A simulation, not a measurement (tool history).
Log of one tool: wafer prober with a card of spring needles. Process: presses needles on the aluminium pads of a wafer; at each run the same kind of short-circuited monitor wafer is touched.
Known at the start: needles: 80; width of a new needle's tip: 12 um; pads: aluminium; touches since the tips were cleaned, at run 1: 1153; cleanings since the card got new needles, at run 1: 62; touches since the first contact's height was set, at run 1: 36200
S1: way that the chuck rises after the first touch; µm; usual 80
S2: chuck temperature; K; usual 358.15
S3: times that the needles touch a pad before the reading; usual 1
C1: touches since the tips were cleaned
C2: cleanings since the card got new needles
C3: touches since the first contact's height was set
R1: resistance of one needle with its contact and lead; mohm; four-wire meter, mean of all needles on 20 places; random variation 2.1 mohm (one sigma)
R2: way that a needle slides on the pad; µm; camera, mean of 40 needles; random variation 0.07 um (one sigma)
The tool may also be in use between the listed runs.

run	hour	S1	S2	S3	C1	C2	C3	R1	R2
1	0.0	80	358.15	1	1153	62	36200	232	12.27
# hour 12.5: tips cleaned on abrasive film
# hour 33.3: tips cleaned on abrasive film
# hour 50.0: tips cleaned on abrasive film
# hour 70.8: tips cleaned on abrasive film
# hour 90.2: tips cleaned on abrasive film
2	90.2	80	358.15	3	0	67	53065	231	12.13
# hour 106.9: tips cleaned on abrasive film
# hour 127.7: tips cleaned on abrasive film
# hour 148.5: tips cleaned on abrasive film
# hour 166.2: tips cleaned on abrasive film
3	166.2	80	358.15	3	0	71	67290	229	12.21
# hour 187.0: tips cleaned on abrasive film
# hour 207.8: tips cleaned on abrasive film
# hour 228.7: tips cleaned on abrasive film
# hour 249.5: tips cleaned on abrasive film
4	252.1	80	358.15	3	491	75	83356	231	12.26
# hour 268.7: tips cleaned on abrasive film
# hour 285.4: tips cleaned on abrasive film
# hour 302.1: tips cleaned on abrasive film
# hour 322.9: tips cleaned on abrasive film
5	327.5	80	358.15	1	864	79	97461	229	12.09
# hour 340.0: tips cleaned on abrasive film
# hour 356.7: tips cleaned on abrasive film
# hour 377.5: tips cleaned on abrasive film
# hour 394.2: tips cleaned on abrasive film
# hour 410.8: tips cleaned on abrasive film
6	410.9	80	358.15	1	19	84	113058	234	12.10
# hour 427.7: tips cleaned on abrasive film
# hour 444.3: tips cleaned on abrasive film
# hour 448.6: tips cleaned on abrasive film, once more
# hour 465.3: tips cleaned on abrasive film
# hour 481.9: tips cleaned on abrasive film
7	489.2	80	358.15	1	1374	89	127689	231	11.96
# hour 501.8: tips cleaned on abrasive film
# hour 522.6: tips cleaned on abrasive film
# hour 539.2: tips cleaned on abrasive film
# hour 559.7: tips cleaned on abrasive film
8	559.7	80	319.15	1	0	93	140874	220	12.02
# hour 580.6: tips cleaned on abrasive film
# hour 597.2: tips cleaned on abrasive film
# hour 618.0: tips cleaned on abrasive film
# hour 634.7: tips cleaned on abrasive film
# hour 651.6: tips cleaned on abrasive film
9	651.6	80	319.15	1	0	98	158054	223	12.08
# hour 672.4: tips cleaned on abrasive film
# hour 693.2: tips cleaned on abrasive film
10	698.1	80	319.15	1	917	100	166754	226	11.87
# hour 710.6: tips cleaned on abrasive film
# hour 731.4: tips cleaned on abrasive film
# hour 748.1: tips cleaned on abrasive film
# hour 768.9: tips cleaned on abrasive film
# hour 785.6: tips cleaned on abrasive film
11	796.1	80	319.15	1	1980	105	185090	232	11.93
# hour 804.5: tips cleaned on abrasive film
# hour 825.3: tips cleaned on abrasive film
# hour 842.1: height of the first contact set anew
# hour 846.4: tips cleaned on abrasive film
# hour 863.2: tips cleaned on abrasive film
12	863.2	80	319.15	1	0	109	3921	221	12.41
# hour 883.9: tips cleaned on abrasive film
# hour 900.6: tips cleaned on abrasive film
# hour 921.4: tips cleaned on abrasive film
# hour 938.1: tips cleaned on abrasive film
13	944.6	80	319.15	1	1229	113	19157	227	12.44
# hour 957.1: tips cleaned on abrasive film
# hour 973.8: tips cleaned on abrasive film
# hour 994.3: tips cleaned on abrasive film
14	994.3	80	319.15	1	0	116	28451	219	12.24
# hour 1015.1: tips cleaned on abrasive film
# hour 1031.8: tips cleaned on abrasive film
# hour 1052.6: tips cleaned on abrasive film
15	1058.6	80	398.15	1	1133	119	40487	241	12.22
# hour 1071.2: tips cleaned on abrasive film
# hour 1087.8: tips cleaned on abrasive film
# hour 1104.5: tips cleaned on abrasive film
16	1118.8	69	398.15	1	2685	122	51741	256	10.45
# hour 1123.0: tips cleaned on abrasive film
# hour 1143.8: tips cleaned on abrasive film
# hour 1164.6: tips cleaned on abrasive film
17	1168.9	69	398.15	1	805	125	61112	248	10.49
# hour 1181.5: tips cleaned on abrasive film
# hour 1202.3: tips cleaned on abrasive film
# hour 1219.0: tips cleaned on abrasive film
# hour 1239.8: tips cleaned on abrasive film
# hour 1260.6: tips cleaned on abrasive film
18	1261.3	84	358.15	1	137	130	78396	233	12.73
# hour 1278.0: tips cleaned on abrasive film
# hour 1298.8: tips cleaned on abrasive film
19	1309.0	76	336.15	2	1916	132	87320	231	11.54
# hour 1317.4: tips cleaned on abrasive film
# hour 1338.2: tips cleaned on abrasive film
# hour 1359.0: tips cleaned on abrasive film
20	1367.4	80	330.15	1	1577	135	98245	231	11.92
# hour 1375.8: tips cleaned on abrasive film
# hour 1396.7: tips cleaned on abrasive film
# hour 1417.5: tips cleaned on abrasive film
# hour 1434.1: tips cleaned on abrasive film
21	1436.9	66	364.15	3	520	139	111239	238	9.90
# hour 1453.6: tips cleaned on abrasive film
# hour 1474.4: tips cleaned on abrasive film
# hour 1491.1: tips cleaned on abrasive film
# hour 1511.9: tips cleaned on abrasive film
22	1519.5	72	307.15	2	1432	143	126691	225	10.78
# hour 1532.0: tips cleaned on abrasive film
# hour 1552.8: tips cleaned on abrasive film
# hour 1573.6: tips cleaned on abrasive film
# hour 1594.4: tips cleaned on abrasive film
23	1598.2	81	304.15	2	713	147	141423	221	12.21
# hour 1614.9: tips cleaned on abrasive film
# hour 1635.7: tips cleaned on abrasive film
# hour 1656.5: tips cleaned on abrasive film
# hour 1677.3: tips cleaned on abrasive film
24	1688.4	81	304.15	1	2075	151	158296	228	12.19
# hour 1696.7: tips cleaned on abrasive film
# hour 1717.5: tips cleaned on abrasive film
# hour 1734.2: tips cleaned on abrasive film
# hour 1755.0: tips cleaned on abrasive film
25	1763.0	80	330.15	3	1499	155	172256	228	11.97

Forecast each of these 3 alternatives for the next run:
# hour 1775.5: tips cleaned on abrasive film
# hour 1796.3: tips cleaned on abrasive film
# hour 1817.1: tips cleaned on abrasive film
# hour 1833.8: tips cleaned on abrasive film
A	1849.9	80	323.15	1	3021	159	188518	?	?
# hour 1775.5: tips cleaned on abrasive film
# hour 1796.3: tips cleaned on abrasive film
# hour 1817.1: tips cleaned on abrasive film
# hour 1833.8: tips cleaned on abrasive film
B	1849.9	85	330.15	3	3021	159	188518	?	?
# hour 1775.5: tips cleaned on abrasive film
# hour 1796.3: tips cleaned on abrasive film
# hour 1817.1: tips cleaned on abrasive film
# hour 1833.8: tips cleaned on abrasive film
C	1849.9	80	358.15	2	3021	159	188518	?	?

run	R1	R2
A	235	12.05
B	228	12.79
C	238	12.10
Without the tool's hidden state the same runs would have given:
run	R1	R2
A	217	12.50
B	221	13.24
C	227	12.55

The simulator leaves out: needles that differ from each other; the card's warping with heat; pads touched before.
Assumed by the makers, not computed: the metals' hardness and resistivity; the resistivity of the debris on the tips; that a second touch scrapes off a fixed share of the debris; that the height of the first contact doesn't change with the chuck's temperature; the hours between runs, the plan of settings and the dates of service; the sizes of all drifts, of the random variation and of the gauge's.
